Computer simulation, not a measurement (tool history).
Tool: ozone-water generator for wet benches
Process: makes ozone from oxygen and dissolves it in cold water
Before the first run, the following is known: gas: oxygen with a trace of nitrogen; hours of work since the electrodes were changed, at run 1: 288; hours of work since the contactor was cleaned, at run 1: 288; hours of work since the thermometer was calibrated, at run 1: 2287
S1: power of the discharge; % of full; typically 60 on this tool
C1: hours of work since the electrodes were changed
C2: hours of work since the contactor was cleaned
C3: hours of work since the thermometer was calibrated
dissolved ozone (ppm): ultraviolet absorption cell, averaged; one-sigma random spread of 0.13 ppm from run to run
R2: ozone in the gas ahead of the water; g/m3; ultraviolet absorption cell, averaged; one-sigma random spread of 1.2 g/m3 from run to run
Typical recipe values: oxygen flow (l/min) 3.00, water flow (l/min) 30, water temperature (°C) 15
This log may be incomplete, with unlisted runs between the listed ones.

run 1 hour=0.0 | S1=60 oxygen_flow_(l/min)=3.00 water_flow_(l/min)=30 water_temperature_(°C)=15 | C1=288 C2=288 C3=2287 | dissolved_ozone_(ppm)=14.2 R2=216.0
run 2 hour=82.5 | S1=68 oxygen_flow_(l/min)=3.00 water_flow_(l/min)=30 water_temperature_(°C)=15 | C1=365 C2=365 C3=2364 | dissolved_ozone_(ppm)=16.0 R2=241.3
run 3 hour=141.1 | S1=60 oxygen_flow_(l/min)=3.00 water_flow_(l/min)=30 water_temperature_(°C)=15 | C1=420 C2=420 C3=2418 | dissolved_ozone_(ppm)=14.4 R2=213.6
run 4 hour=177.9 | S1=60 oxygen_flow_(l/min)=3.00 water_flow_(l/min)=30 water_temperature_(°C)=15 | C1=454 C2=454 C3=2453 | dissolved_ozone_(ppm)=14.1 R2=213.6
run 5 hour=219.6 | S1=60 oxygen_flow_(l/min)=3.00 water_flow_(l/min)=30 water_temperature_(°C)=15 | C1=493 C2=493 C3=2492 | dissolved_ozone_(ppm)=14.4 R2=215.4
run 6 hour=275.6 | S1=60 oxygen_flow_(l/min)=3.00 water_flow_(l/min)=30 water_temperature_(°C)=15 | C1=546 C2=546 C3=2544 | dissolved_ozone_(ppm)=14.3 R2=216.0
run 7 hour=317.6 | S1=60 oxygen_flow_(l/min)=4.17 water_flow_(l/min)=30 water_temperature_(°C)=15 | C1=585 C2=585 C3=2583 | dissolved_ozone_(ppm)=15.6 R2=180.7
run 8 hour=395.9 | S1=60 oxygen_flow_(l/min)=1.90 water_flow_(l/min)=30 water_temperature_(°C)=15 | C1=658 C2=658 C3=2657 | dissolved_ozone_(ppm)=12.1 R2=269.8
run 9 hour=460.6 | S1=66 oxygen_flow_(l/min)=1.90 water_flow_(l/min)=30 water_temperature_(°C)=15 | C1=719 C2=719 C3=2717 | dissolved_ozone_(ppm)=13.2 R2=291.3
run 10 hour=544.1 | S1=66 oxygen_flow_(l/min)=1.90 water_flow_(l/min)=30 water_temperature_(°C)=15 | C1=797 C2=797 C3=2795 | dissolved_ozone_(ppm)=13.2 R2=290.5
run 11 hour=603.0 | S1=66 oxygen_flow_(l/min)=1.90 water_flow_(l/min)=30 water_temperature_(°C)=15 | C1=852 C2=852 C3=2850 | dissolved_ozone_(ppm)=13.5 R2=294.4
-- hour=609.8 water thermometer calibrated
run 12 hour=651.0 | S1=66 oxygen_flow_(l/min)=1.90 water_flow_(l/min)=30 water_temperature_(°C)=15 | C1=896 C2=896 C3=39 | dissolved_ozone_(ppm)=13.4 R2=291.4
run 13 hour=696.6 | S1=50 oxygen_flow_(l/min)=3.00 water_flow_(l/min)=30 water_temperature_(°C)=15 | C1=939 C2=939 C3=81 | dissolved_ozone_(ppm)=12.2 R2=180.7
run 14 hour=769.7 | S1=50 oxygen_flow_(l/min)=3.00 water_flow_(l/min)=45 water_temperature_(°C)=15 | C1=1007 C2=1007 C3=149 | dissolved_ozone_(ppm)=8.0 R2=182.7
run 15 hour=807.7 | S1=60 oxygen_flow_(l/min)=3.00 water_flow_(l/min)=30 water_temperature_(°C)=15 | C1=1043 C2=1043 C3=185 | dissolved_ozone_(ppm)=14.3 R2=215.7
run 16 hour=846.3 | S1=60 oxygen_flow_(l/min)=3.00 water_flow_(l/min)=30 water_temperature_(°C)=15 | C1=1079 C2=1079 C3=221 | dissolved_ozone_(ppm)=14.3 R2=209.5
run 17 hour=911.0 | S1=60 oxygen_flow_(l/min)=3.00 water_flow_(l/min)=30 water_temperature_(°C)=15 | C1=1139 C2=1139 C3=282 | dissolved_ozone_(ppm)=14.1 R2=212.6
run 18 hour=961.8 | S1=60 oxygen_flow_(l/min)=3.00 water_flow_(l/min)=38 water_temperature_(°C)=15 | C1=1187 C2=1187 C3=329 | dissolved_ozone_(ppm)=11.3 R2=214.8
run 19 hour=1037.5 | S1=60 oxygen_flow_(l/min)=3.00 water_flow_(l/min)=38 water_temperature_(°C)=15 | C1=1258 C2=1258 C3=400 | dissolved_ozone_(ppm)=11.3 R2=212.9
run 20 hour=1095.1 | S1=46 oxygen_flow_(l/min)=3.90 water_flow_(l/min)=38 water_temperature_(°C)=15 | C1=1311 C2=1311 C3=454 | dissolved_ozone_(ppm)=9.7 R2=146.5
-- hour=1128.1 water thermometer calibrated, once more
run 21 hour=1154.6 | S1=46 oxygen_flow_(l/min)=1.97 water_flow_(l/min)=42 water_temperature_(°C)=17 | C1=1367 C2=1367 C3=25 | dissolved_ozone_(ppm)=6.8 R2=204.1
run 22 hour=1195.1 | S1=49 oxygen_flow_(l/min)=3.08 water_flow_(l/min)=42 water_temperature_(°C)=10 | C1=1404 C2=1404 C3=63 | dissolved_ozone_(ppm)=8.8 R2=174.4
run 23 hour=1239.2 | S1=60 oxygen_flow_(l/min)=3.34 water_flow_(l/min)=46 water_temperature_(°C)=15 | C1=1446 C2=1446 C3=104 | dissolved_ozone_(ppm)=9.8 R2=200.4
run 24 hour=1321.1 | S1=64 oxygen_flow_(l/min)=2.50 water_flow_(l/min)=42 water_temperature_(°C)=14 | C1=1522 C2=1522 C3=180 | dissolved_ozone_(ppm)=10.1 R2=243.4
run 25 hour=1370.5 | S1=64 oxygen_flow_(l/min)=2.50 water_flow_(l/min)=42 water_temperature_(°C)=14 | C1=1568 C2=1568 C3=227 | dissolved_ozone_(ppm)=10.2 R2=242.8
run 26 hour=1447.6 | S1=63 oxygen_flow_(l/min)=1.58 water_flow_(l/min)=31 water_temperature_(°C)=13 | C1=1640 C2=1640 C3=299 | dissolved_ozone_(ppm)=11.6 R2=302.6
run 27 hour=1501.0 | S1=63 oxygen_flow_(l/min)=1.58 water_flow_(l/min)=31 water_temperature_(°C)=13 | C1=1690 C2=1690 C3=349 | dissolved_ozone_(ppm)=11.6 R2=303.7
run 28 hour=1543.4 | S1=60 oxygen_flow_(l/min)=1.62 water_flow_(l/min)=45 water_temperature_(°C)=19 | C1=1730 C2=1730 C3=388 | dissolved_ozone_(ppm)=7.5 R2=285.6
run 29 hour=1622.9 | S1=56 oxygen_flow_(l/min)=3.00 water_flow_(l/min)=30 water_temperature_(°C)=12 | C1=1804 C2=1804 C3=463 | dissolved_ozone_(ppm)=13.4 R2=198.7
run 30 hour=1695.3 | S1=67 oxygen_flow_(l/min)=2.43 water_flow_(l/min)=23 water_temperature_(°C)=13 | C1=1872 C2=1872 C3=530 | dissolved_ozone_(ppm)=18.6 R2=257.2
run 31 hour=1771.5 | S1=67 oxygen_flow_(l/min)=2.43 water_flow_(l/min)=23 water_temperature_(°C)=13 | C1=1943 C2=1943 C3=601 | dissolved_ozone_(ppm)=18.8 R2=261.3
run 32 hour=1817.1 | S1=60 oxygen_flow_(l/min)=5.11 water_flow_(l/min)=45 water_temperature_(°C)=12 | C1=1986 C2=1986 C3=644 | dissolved_ozone_(ppm)=11.3 R2=161.3
run 33 hour=1886.0 | S1=60 oxygen_flow_(l/min)=3.00 water_flow_(l/min)=21 water_temperature_(°C)=15 | C1=2050 C2=2050 C3=709 | dissolved_ozone_(ppm)=18.5 R2=209.2

Each row is a separate what-if for the run after 33, all from the same tool condition, not one after another. Results?
run A hour=1923.5 | S1=60 oxygen_flow_(l/min)=3.00 water_flow_(l/min)=30 water_temperature_(°C)=9 | C1=2085 C2=2085 C3=744 | dissolved_ozone_(ppm)=? R2=?
run B hour=1923.5 | S1=55 oxygen_flow_(l/min)=5.08 water_flow_(l/min)=21 water_temperature_(°C)=8 | C1=2085 C2=2085 C3=744 | dissolved_ozone_(ppm)=? R2=?
run C hour=1923.5 | S1=42 oxygen_flow_(l/min)=3.00 water_flow_(l/min)=21 water_temperature_(°C)=15 | C1=2085 C2=2085 C3=744 | dissolved_ozone_(ppm)=? R2=?

run=A dissolved_ozone_(ppm)=14.5 R2=209.4
run=B dissolved_ozone_(ppm)=20.5 R2=150.4
run=C dissolved_ozone_(ppm)=14.1 R2=153.6
The same runs, with their run-to-run variation unchanged, on a tool lacking any hidden condition would have given:
run=A dissolved_ozone_(ppm)=15.0 R2=215.5
run=B dissolved_ozone_(ppm)=21.2 R2=154.4
run=C dissolved_ozone_(ppm)=14.4 R2=156.4

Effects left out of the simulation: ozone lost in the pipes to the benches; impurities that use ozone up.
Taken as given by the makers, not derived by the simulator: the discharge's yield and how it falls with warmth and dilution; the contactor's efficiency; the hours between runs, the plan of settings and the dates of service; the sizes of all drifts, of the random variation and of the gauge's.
